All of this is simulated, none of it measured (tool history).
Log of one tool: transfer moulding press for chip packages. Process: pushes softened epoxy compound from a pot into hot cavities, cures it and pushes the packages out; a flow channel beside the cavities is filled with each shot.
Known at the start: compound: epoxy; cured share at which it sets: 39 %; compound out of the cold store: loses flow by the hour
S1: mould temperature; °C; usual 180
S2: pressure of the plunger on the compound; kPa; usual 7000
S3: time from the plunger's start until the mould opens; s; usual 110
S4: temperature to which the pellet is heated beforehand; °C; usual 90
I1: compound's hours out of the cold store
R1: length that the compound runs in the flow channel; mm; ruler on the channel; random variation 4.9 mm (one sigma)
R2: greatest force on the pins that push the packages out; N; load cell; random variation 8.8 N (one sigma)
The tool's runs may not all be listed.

run,hour,S1,S2,S3,S4,I1,R1,R2
1,0,180,7000,110,90,12.3,947,546
# hour 18.1: cavities cleaned with cleaning compound and waxed
2,75.5,180,7000,126,90,8.5,964,519
# hour 90.9: cavities cleaned with cleaning compound and waxed
# hour 168.3: cavities cleaned with cleaning compound and waxed
3,177.8,180,7000,126,90,37.4,857,394
# hour 238.3: cavities cleaned with cleaning compound and waxed
4,268.5,180,7000,126,90,36.7,835,463
# hour 313: cavities cleaned with cleaning compound and waxed
5,339.8,180,7000,126,90,45.1,808,446
# hour 387.4: cavities cleaned with cleaning compound and waxed
6,435.4,180,7000,110,94,10.6,924,553
# hour 457.3: cavities cleaned with cleaning compound and waxed
7,487.2,180,7000,110,90,21.7,866,500
# hour 531.4: cavities cleaned with cleaning compound and waxed
8,570.5,180,7000,110,90,45.1,791,497
# hour 603.3: cavities cleaned with cleaning compound and waxed
# hour 628.1: plunger's sealing rings changed
9,630.3,180,7000,110,90,12.8,970,486
# hour 649.3: mould's thermocouples calibrated
# hour 679.8: cavities cleaned with cleaning compound and waxed
10,690,180,7000,110,90,26.5,926,433
# hour 750.7: cavities cleaned with cleaning compound and waxed
11,750.7,180,7000,110,90,16.5,954,407
12,800.9,180,7000,110,90,14.6,956,574
# hour 822.2: cavities cleaned with cleaning compound and waxed
13,845.8,180,7000,117,90,17.4,935,467
# hour 891.3: cavities cleaned with cleaning compound and waxed
14,939.8,179,7000,104,96,20.1,927,588
# hour 960: cavities cleaned with cleaning compound and waxed
# hour 1033.4: cavities cleaned with cleaning compound and waxed
15,1043.3,174,7000,121,82,10.8,978,494
# hour 1104.4: cavities cleaned with cleaning compound and waxed
16,1127.9,174,7000,121,82,17.1,956,585
# hour 1180.3: cavities cleaned with cleaning compound and waxed
17,1208.3,174,7000,121,82,12.8,962,584
# hour 1251.6: cavities cleaned with cleaning compound and waxed
18,1281.6,180,7560,110,97,34.3,865,481
# hour 1326.3: cavities cleaned with cleaning compound and waxed
19,1337.3,180,8700,110,93,33,929,415
# hour 1401.1: cavities cleaned with cleaning compound and waxed
20,1418.3,180,8700,110,93,12.5,992,450
# hour 1474.4: cavities cleaned with cleaning compound and waxed
21,1500,180,8700,110,93,34.2,905,487
# hour 1517.5: plunger's sealing rings changed
# hour 1547.4: cavities cleaned with cleaning compound and waxed
22,1576.1,180,8700,110,93,47.1,939,477
# hour 1617.6: cavities cleaned with cleaning compound and waxed
23,1638.9,180,8700,110,93,27.6,1017,445
# hour 1688.6: cavities cleaned with cleaning compound and waxed
24,1732.4,180,8700,97,86,26.3,1004,608
# hour 1761.1: cavities cleaned with cleaning compound and waxed
25,1820,180,8700,97,86,41,940,597
# hour 1838: cavities cleaned with cleaning compound and waxed
# hour 1907.1: cavities cleaned with cleaning compound and waxed
26,1907.1,180,8700,133,80,47.9,901,350

Forecast each of these 3 alternatives for the next run:
A,1967.9,187,5870,93,90,18,?,?
B,1967.9,180,8700,133,82,36.7,?,?
C,1967.9,182,7260,97,80,15,?,?

run,R1,R2
A,794,539
B,936,512
C,924,603
Without the tool's hidden state the same runs would have given:
run,R1,R2
A,838,379
B,988,357
C,977,434
